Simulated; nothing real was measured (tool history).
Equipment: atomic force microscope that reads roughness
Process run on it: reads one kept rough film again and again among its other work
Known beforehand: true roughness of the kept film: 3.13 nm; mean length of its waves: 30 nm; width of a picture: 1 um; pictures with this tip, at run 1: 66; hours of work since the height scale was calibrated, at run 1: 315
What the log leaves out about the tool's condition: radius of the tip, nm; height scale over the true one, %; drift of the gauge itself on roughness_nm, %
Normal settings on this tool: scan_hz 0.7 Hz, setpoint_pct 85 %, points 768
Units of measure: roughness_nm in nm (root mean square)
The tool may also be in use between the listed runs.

run   hour  scan_hz  setpoint_pct  points  pictures with this tip  hours of work since the height scale was calibrated  roughness_nm
  1      0      0.7            85     768                      66                                                  315         2.641
  2    6.1      0.7            85     768                      79                                                  320         2.588
  3   18.6      0.7            85     922                     107                                                  329         2.529
  4     32      0.7            85     768                     136                                                  338         2.458
  5   41.8    2.742            85     768                     158                                                  345         2.203
  6   50.9    2.742            60     768                     178                                                  351         2.338
  7   59.2      0.7            85     768                     197                                                  357         2.313
      69.2  -- new tip fitted
  8   69.2      0.7            73     768                       0                                                  364         2.844
  9   75.5      0.7            73     768                      13                                                  368          2.79
 10   85.1      0.7            73     768                      35                                                  375         2.729
 11   94.5      0.7            73     768                      55                                                  382         2.714
 12    106      0.7            63     768                      81                                                  390         2.618
 13  118.7      0.7            85     768                     109                                                  399         2.496
 14  131.5      0.7            85     768                     137                                                  408         2.457
 15  142.1      0.7            85     768                     160                                                  415         2.396
 16  155.1      0.7            61     768                     189                                                  424         2.374
 17  166.2      0.7            85     768                     213                                                  432         2.253
     169.4  -- new tip fitted
 18  179.2    0.657            85     768                      22                                                  441          2.76
 19  188.8    0.657            85     768                      43                                                  448         2.665
 20  199.8    0.657            85     768                      67                                                  456          2.62
 21  207.6    0.657            85     768                      85                                                  461         2.569
 22  217.7    2.372            61     768                     107                                                  468         2.518
 23  229.4     2.52            85     727                     133                                                  477         2.254
 24  237.9     2.52            85     727                     151                                                  482         2.224
 25  243.8     2.52            85     727                     165                                                  487         2.164
 26  250.5    0.777            85     727                     179                                                  491         2.319
 27  258.5    1.737            57     458                     197                                                  497         2.277
     268.5  -- new tip fitted
 28  270.4    0.993            85     458                       4                                                  505         2.736
 29  283.5      0.7            72     768                      33                                                  514         2.728
 30  291.4    2.986            61     768                      50                                                  520         2.644
 31  300.4    0.653            72     448                      70                                                  526         2.629

Measured minus without-hidden-state, run by run (identical run-to-run variation in each term; gauge scatter may differ):
run  roughness_nm
  1        -0.203
  2        -0.242
  3        -0.321
  4        -0.397
  5        -0.411
  6        -0.496
  7        -0.543
  8        -0.019
  9        -0.062
 10        -0.131
 11        -0.188
 12        -0.264
 13        -0.334
 14        -0.401
 15        -0.458
 16        -0.531
 17        -0.563
 18        -0.085
 19        -0.155
 20        -0.227
 21        -0.279
 22        -0.335
 23        -0.374
 24        -0.413
 25        -0.445
 26        -0.518
 27        -0.558
 28         -0.05
 29        -0.137
 30        -0.181
 31         -0.25
